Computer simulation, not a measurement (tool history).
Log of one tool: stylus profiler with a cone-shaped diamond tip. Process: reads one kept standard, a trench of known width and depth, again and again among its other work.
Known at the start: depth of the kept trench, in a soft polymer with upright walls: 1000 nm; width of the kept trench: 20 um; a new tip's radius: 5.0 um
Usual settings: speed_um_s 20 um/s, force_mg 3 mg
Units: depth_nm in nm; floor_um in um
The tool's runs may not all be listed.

Run 1, hour 0: usual settings. Result: depth_nm 1021.52 nm, floor_um 13.22 um.
Run 2, hour 18.2: usual settings. Result: depth_nm 1021.7 nm, floor_um 13.16 um.
Run 3, hour 36.2: usual settings but speed_um_s 40 um/s. Result: depth_nm 1021.79 nm, floor_um 13.17 um.
Run 4, hour 51.9: usual settings. Result: depth_nm 1021.79 nm, floor_um 13.16 um.
Run 5, hour 66.3: usual settings. Result: depth_nm 1021.61 nm, floor_um 13.15 um.
Run 6, hour 86.8: usual settings. Result: depth_nm 1021.62 nm, floor_um 13.1 um.
Run 7, hour 104.6: usual settings. Result: depth_nm 1021.83 nm, floor_um 13.14 um.
Run 8, hour 122.6: usual settings. Result: depth_nm 1021.93 nm, floor_um 13.09 um.
Run 9, hour 146.3: usual settings but force_mg 3.83 mg. Result: depth_nm 1025.13 nm, floor_um 13.11 um.
Run 10, hour 159.4: usual settings but force_mg 1.31 mg. Result: depth_nm 1013.29 nm, floor_um 13.07 um.
Run 11, hour 172.1: usual settings but force_mg 1.31 mg. Result: depth_nm 1013.78 nm, floor_um 13.06 um.
Run 12, hour 188.2: usual settings but speed_um_s 54 um/s, force_mg 1.31 mg. Result: depth_nm 1013.85 nm, floor_um 12.96 um.
Run 13, hour 198.9: usual settings. Result: depth_nm 1022.08 nm, floor_um 13.07 um.
Run 14, hour 216.3: usual settings. Result: depth_nm 1021.85 nm, floor_um 13.01 um.
Run 15, hour 236.9: usual settings. Result: depth_nm 1022.09 nm, floor_um 12.98 um.
Run 16, hour 248.6: usual settings. Result: depth_nm 1021.74 nm, floor_um 12.97 um.
Run 17, hour 272.2: usual settings but speed_um_s 22 um/s. Result: depth_nm 1022.08 nm, floor_um 12.92 um.
Run 18, hour 285.9: usual settings but speed_um_s 22 um/s. Result: depth_nm 1022.23 nm, floor_um 12.92 um.
Run 19, hour 296.2: usual settings but speed_um_s 22 um/s. Result: depth_nm 1022.24 nm, floor_um 12.94 um.
Run 20, hour 317.6: usual settings but speed_um_s 22 um/s. Result: depth_nm 1022.26 nm, floor_um 12.9 um.
Run 21, hour 337.9: usual settings but speed_um_s 38 um/s. Result: depth_nm 1022.07 nm, floor_um 12.89 um.
Run 22, hour 353.9: usual settings but speed_um_s 25 um/s, force_mg 1.01 mg. Result: depth_nm 1011.88 nm, floor_um 12.83 um.
Run 23, hour 368.1: usual settings but speed_um_s 27 um/s, force_mg 1.16 mg. Result: depth_nm 1012.84 nm, floor_um 12.84 um.
Run 24, hour 386.1: usual settings but speed_um_s 27 um/s, force_mg 1.16 mg. Result: depth_nm 1012.68 nm, floor_um 12.79 um.
Run 25, hour 396.2: usual settings but speed_um_s 27 um/s, force_mg 1.16 mg. Result: depth_nm 1012.52 nm, floor_um 12.79 um.
Run 26, hour 411.3: usual settings but speed_um_s 27 um/s, force_mg 1.88 mg. Result: depth_nm 1016.84 nm, floor_um 12.83 um.
Run 27, hour 434.3: usual settings but speed_um_s 77 um/s, force_mg 1.29 mg. Result: depth_nm 1013.51 nm, floor_um 12.64 um.
Run 28, hour 453.4: usual settings but speed_um_s 77 um/s, force_mg 1.29 mg. Result: depth_nm 1013.82 nm, floor_um 12.61 um.
Run 29, hour 478.3: usual settings but speed_um_s 77 um/s, force_mg 1.29 mg. Result: depth_nm 1013.89 nm, floor_um 12.59 um.
Run 30, hour 490.7: usual settings but speed_um_s 40 um/s, force_mg 1.41 mg. Result: depth_nm 1014.32 nm, floor_um 12.72 um.
Run 31, hour 504.5: usual settings but speed_um_s 46 um/s, force_mg 5.43 mg. Result: depth_nm 1032.24 nm, floor_um 12.73 um.
Run 32, hour 522.9: usual settings but speed_um_s 33 um/s, force_mg 3.25 mg. Result: depth_nm 1024 nm, floor_um 12.69 um.
Run 33, hour 533: usual settings but speed_um_s 69 um/s, force_mg 2.12 mg. Result: depth_nm 1018.42 nm, floor_um 12.58 um.
Run 34, hour 544.4: usual settings but speed_um_s 27 um/s, force_mg 8.94 mg. Result: depth_nm 1044.44 nm, floor_um 12.68 um.
Run 35, hour 567.1: usual settings but speed_um_s 47 um/s, force_mg 4.35 mg. Result: depth_nm 1028.51 nm, floor_um 12.64 um.
Run 36, hour 588.3: usual settings but speed_um_s 39 um/s, force_mg 6.73 mg. Result: depth_nm 1037.26 nm, floor_um 12.68 um.
At hour 591.6: height scale calibrated on a step standard.
Run 37, hour 611: usual settings but speed_um_s 13 um/s, force_mg 1.22 mg. Result: depth_nm 1011.37 nm, floor_um 12.66 um.
Run 38, hour 625.9: usual settings but speed_um_s 5 um/s, force_mg 7.87 mg. Result: depth_nm 1038.54 nm, floor_um 12.66 um.
Run 39, hour 641.1: usual settings but speed_um_s 12 um/s, force_mg 7.14 mg. Result: depth_nm 1036.43 nm, floor_um 12.64 um.
Run 40, hour 653.1: usual settings but speed_um_s 5 um/s, force_mg 3.73 mg. Result: depth_nm 1023.65 nm, floor_um 12.63 um.
Run 41, hour 666.2: usual settings but speed_um_s 51 um/s, force_mg 1.13 mg. Result: depth_nm 1010.92 nm, floor_um 12.52 um.

3 ways to go on from here, each from the tool as it stands after run 41. What would each give?
Run A, hour 678.9: usual settings but speed_um_s 18 um/s. Result: depth_nm ?, floor_um ?.
Run B, hour 678.9: usual settings but speed_um_s 49 um/s, force_mg 5.7 mg. Result: depth_nm ?, floor_um ?.
Run C, hour 678.9: usual settings but speed_um_s 8 um/s, force_mg 3.63 mg. Result: depth_nm ?, floor_um ?.

run  depth_nm  floor_um
  A   1020.46     12.63
  B   1031.26      12.6
  C   1023.11      12.6
Without the tool's hidden state the same runs would have given:
run  depth_nm  floor_um
  A   1019.99        14
  B   1030.79     13.98
  C   1022.64     13.98
